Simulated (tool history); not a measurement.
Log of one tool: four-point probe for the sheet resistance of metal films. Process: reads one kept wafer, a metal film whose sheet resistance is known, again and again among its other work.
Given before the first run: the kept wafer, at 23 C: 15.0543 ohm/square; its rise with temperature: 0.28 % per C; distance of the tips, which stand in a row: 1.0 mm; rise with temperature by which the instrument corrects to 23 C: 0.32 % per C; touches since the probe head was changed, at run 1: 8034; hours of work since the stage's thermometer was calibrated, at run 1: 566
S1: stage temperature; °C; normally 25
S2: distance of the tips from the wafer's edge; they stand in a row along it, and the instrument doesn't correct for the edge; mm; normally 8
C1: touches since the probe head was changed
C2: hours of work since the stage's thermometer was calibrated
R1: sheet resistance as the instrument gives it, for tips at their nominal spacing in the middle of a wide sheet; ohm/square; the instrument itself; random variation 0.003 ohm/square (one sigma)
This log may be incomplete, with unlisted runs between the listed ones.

{"run": 1, "hour": 0.0, "S1": 25, "S2": 8, "C1": 8034, "C2": 566, "R1": 15.133482}
{"run": 2, "hour": 55.0, "S1": 25, "S2": 8, "C1": 9886, "C2": 590, "R1": 15.134739}
{"run": 3, "hour": 140.7, "S1": 19, "S2": 8, "C1": 12768, "C2": 626, "R1": 15.169669}
{"run": 4, "hour": 230.6, "S1": 19, "S2": 65, "C1": 15795, "C2": 664, "R1": 15.035828}
{"run": 5, "hour": 303.8, "S1": 19, "S2": 65, "C1": 18257, "C2": 695, "R1": 15.042279}
{"run": 6, "hour": 428.2, "S1": 19, "S2": 65, "C1": 22444, "C2": 747, "R1": 15.035557}
{"run": 7, "hour": 557.1, "S1": 24, "S2": 65, "C1": 26782, "C2": 802, "R1": 15.005166}
{"run": 8, "hour": 680.7, "S1": 24, "S2": 65, "C1": 30943, "C2": 854, "R1": 14.996958}
{"run": 9, "hour": 745.3, "S1": 22, "S2": 8, "C1": 33116, "C2": 881, "R1": 15.135198}
{"run": 10, "hour": 873.2, "S1": 22, "S2": 8, "C1": 37420, "C2": 935, "R1": 15.129847}
{"hour": 885.9, "done": "stage's thermometer calibrated"}
{"run": 11, "hour": 938.7, "S1": 18, "S2": 43, "C1": 39609, "C2": 22, "R1": 15.036866}
{"run": 12, "hour": 1051.3, "S1": 31, "S2": 4, "C1": 43398, "C2": 70, "R1": 15.432485}
{"hour": 1150.3, "done": "stage's thermometer calibrated, once more"}
{"run": 13, "hour": 1181.0, "S1": 31, "S2": 32, "C1": 47747, "C2": 13, "R1": 14.936162}
{"run": 14, "hour": 1246.4, "S1": 31, "S2": 32, "C1": 49949, "C2": 41, "R1": 14.931388}
{"run": 15, "hour": 1339.1, "S1": 25, "S2": 11, "C1": 53067, "C2": 80, "R1": 15.023675}
{"run": 16, "hour": 1463.5, "S1": 20, "S2": 11, "C1": 57254, "C2": 132, "R1": 15.048992}

Predict each of these 4 candidate next runs independently; none follows another, all start after run 16:
{"run": "A", "hour": 1574.6, "S1": 25, "S2": 29, "C1": 60992, "C2": 179, "R1": "?"}
{"run": "B", "hour": 1574.6, "S1": 19, "S2": 8, "C1": 60992, "C2": 179, "R1": "?"}
{"run": "C", "hour": 1574.6, "S1": 31, "S2": 8, "C1": 60992, "C2": 179, "R1": "?"}
{"run": "D", "hour": 1574.6, "S1": 25, "S2": 7, "C1": 60992, "C2": 179, "R1": "?"}

run=A R1=14.963188
run=B R1=15.115124
run=C R1=15.037148
run=D R1=15.115997
Without the tool's unlogged condition, the same runs would have read:
run=A R1=15.049495
run=B R1=15.202257
run=C R1=15.12383
run=D R1=15.203117
